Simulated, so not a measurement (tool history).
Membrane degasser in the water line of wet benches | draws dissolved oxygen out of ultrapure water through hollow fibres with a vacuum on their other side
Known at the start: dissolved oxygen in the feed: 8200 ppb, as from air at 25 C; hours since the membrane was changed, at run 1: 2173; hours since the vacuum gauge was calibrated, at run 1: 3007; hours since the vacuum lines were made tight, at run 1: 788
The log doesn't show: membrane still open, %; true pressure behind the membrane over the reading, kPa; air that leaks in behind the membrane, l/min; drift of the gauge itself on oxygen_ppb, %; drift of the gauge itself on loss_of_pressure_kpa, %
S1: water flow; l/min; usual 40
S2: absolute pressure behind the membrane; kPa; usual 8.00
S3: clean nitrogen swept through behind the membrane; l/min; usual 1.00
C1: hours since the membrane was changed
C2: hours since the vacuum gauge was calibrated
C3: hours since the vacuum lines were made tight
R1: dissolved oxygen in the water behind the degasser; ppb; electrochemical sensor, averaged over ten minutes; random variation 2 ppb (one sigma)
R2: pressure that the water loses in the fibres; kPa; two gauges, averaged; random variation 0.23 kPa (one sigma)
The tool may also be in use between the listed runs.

run,day,S1,S2,S3,C1,C2,C3,R1,R2
1,0.000,40,8.00,1.00,2173,3007,788,388.4,59.03
2,1.142,40,8.00,1.00,2200,3035,815,392.4,59.20
3,2.275,27,8.00,1.00,2227,3062,842,278.3,39.99
4,3.462,27,8.00,1.00,2256,3091,871,277.3,39.72
5,4.550,25,8.00,1.00,2282,3117,897,258.2,37.15
6,6.221,25,8.00,1.00,2322,3157,937,260.0,36.71
7,7.612,25,8.00,1.00,2356,3190,971,257.9,36.93
8,8.729,25,8.00,1.00,2382,3217,997,261.8,36.89
9,10.108,25,8.00,1.00,2415,3250,1030,257.9,36.78
10,12.250,40,9.82,1.00,2467,3301,1082,525.8,59.22
11,14.850,40,8.00,1.00,2529,3364,1144,390.9,58.78
12,16.575,40,8.00,1.00,2571,3405,1186,393.2,58.90
13,19.054,40,8.00,1.00,2630,3465,1245,393.0,59.20
14,21.267,40,8.00,1.00,2683,3518,1298,389.1,59.41
15,23.804,40,8.00,1.00,2744,3579,1359,390.9,59.76
16,25.412,40,8.00,1.00,2783,3617,1398,390.9,59.27
17,27.033,40,8.00,1.00,2822,3656,1437,392.3,59.11
18,28.862,44,8.19,1.00,2866,3700,1481,444.3,65.46
19,30.342,49,10.80,1.22,2901,3736,1516,614.9,73.06
20,32.271,49,10.80,1.22,2947,3782,1562,617.1,72.29
21,33.588,49,10.80,1.22,2979,3814,1594,620.4,72.59
22,35.138,49,10.80,1.22,3016,3851,1631,620.8,72.20
23,36.392,40,8.00,0.45,3046,3881,1661,676.7,59.37
24,38.858,40,8.00,0.45,3105,3940,1720,686.4,59.33
25,41.092,30,10.80,2.62,3159,3994,1774,205.7,44.62
26,43.021,54,9.50,0.43,3205,4040,1820,1082.8,80.06
27,44.146,25,9.20,1.87,3232,4067,1847,187.9,37.10
28,45.704,58,18.06,0.97,3270,4104,1885,1474.8,85.80
29,47.321,42,8.00,1.31,3309,4143,1924,335.3,62.04
30,48.658,42,8.00,1.31,3341,4175,1956,335.5,62.35
31,50.858,52,6.91,1.00,3393,4228,2008,408.6,77.07

3 ways to go on from here, each from the tool as it stands after run 31. What would each give?
A,53.142,49,18.88,0.57,3448,4283,2063,?,?
B,53.142,52,11.34,1.00,3448,4283,2063,?,?
C,53.142,38,19.53,0.53,3448,4283,2063,?,?

run,R1,R2
A,1881.6,72.15
B,793.5,77.19
C,1721.7,56.82
Without the tool's hidden state the same runs would have given:
run,R1,R2
A,1869.6,71.62
B,781.8,76.62
C,1711.3,56.40
